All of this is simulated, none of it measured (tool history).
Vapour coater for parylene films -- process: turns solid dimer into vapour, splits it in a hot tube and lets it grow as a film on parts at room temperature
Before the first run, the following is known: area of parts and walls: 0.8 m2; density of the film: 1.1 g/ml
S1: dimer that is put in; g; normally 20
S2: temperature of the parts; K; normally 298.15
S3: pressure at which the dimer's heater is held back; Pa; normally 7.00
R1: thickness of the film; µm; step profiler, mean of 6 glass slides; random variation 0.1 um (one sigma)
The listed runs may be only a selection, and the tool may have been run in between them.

run,hour,S1,S2,S3,R1
1,0.0,20,298.15,7.00,11.67
2,20.6,20,298.15,7.00,11.61
3,34.1,20,298.15,7.00,11.59
4,56.2,20,298.15,7.00,11.57
5,81.7,20,298.15,7.00,11.61
6,105.9,20,298.15,7.00,11.42
7,130.8,20,298.15,7.00,11.52
8,154.1,20,298.15,7.00,11.48
9,165.2,20,298.15,7.00,11.21
10,188.0,20,298.15,7.00,11.29
11,210.0,20,300.15,7.00,10.45
12,225.0,20,300.15,7.00,10.27
13,242.2,20,298.15,7.00,11.29
14,261.5,17,298.15,7.00,9.56
15,275.8,20,298.15,7.00,11.29
16,301.9,20,298.15,7.00,11.00
17,325.1,33,298.15,7.00,18.14
18,339.0,10,298.15,7.00,5.50
19,349.6,20,298.15,7.00,11.27
20,373.4,20,298.15,7.00,11.05
21,387.2,20,298.15,7.00,11.09
22,398.2,20,298.15,7.00,10.96
23,422.5,20,298.15,4.38,12.82
24,440.8,32,307.15,3.51,13.98
25,453.4,35,298.15,7.00,21.85
26,472.8,35,298.15,7.00,21.55
27,491.0,21,308.15,8.95,7.95
28,505.4,21,308.15,8.95,8.03
29,517.0,20,291.15,6.02,17.16
30,532.9,24,294.15,7.16,17.72
31,553.4,24,294.15,7.16,17.27
32,565.7,23,298.15,2.24,15.63
33,577.0,28,294.15,7.00,20.44
34,587.6,19,294.15,7.00,13.91
35,611.8,17,299.15,3.64,10.41
36,625.6,17,302.15,7.67,8.48
37,648.0,17,302.15,7.67,8.53
38,668.5,9,304.15,5.87,4.14
39,680.1,13,294.15,3.66,9.99
40,698.9,16,302.15,10.30,7.65
41,724.5,19,298.15,4.38,11.97
42,740.1,19,298.15,4.38,11.76
43,751.1,31,297.15,6.00,19.57
44,771.7,14,299.15,3.35,8.46
45,784.9,9,298.15,5.72,5.45
46,806.8,20,305.15,2.38,9.64

Put back what was entered between runs (3 entries, withheld): which listed runs does each sit between, and how does the hidden state differ from the listed run before to the listed run after?
Run 15 -> run 16: table's thermometer calibrated (hour 278.3)
  vapour lost through the trap's worn valve, %: 10.2 -> 10.5; true temperature of the parts over the reading, C: 0.21 -> 0.23
  measured minus no-state result, R1: -1.41 -> -1.43 µm
Run 17 -> run 18: table's thermometer calibrated, once more (hour 334.5)
  vapour lost through the trap's worn valve, %: 10.8 -> 10.9; true temperature of the parts over the reading, C: 0.24 -> 0.17
  measured minus no-state result, R1: -2.41 -> -0.73 µm
Run 22 -> run 23: trap's valve overhauled (hour 419.8)
  vapour lost through the trap's worn valve, %: 11.6 -> 0.4
  measured minus no-state result, R1: -1.53 -> -0.16 µm
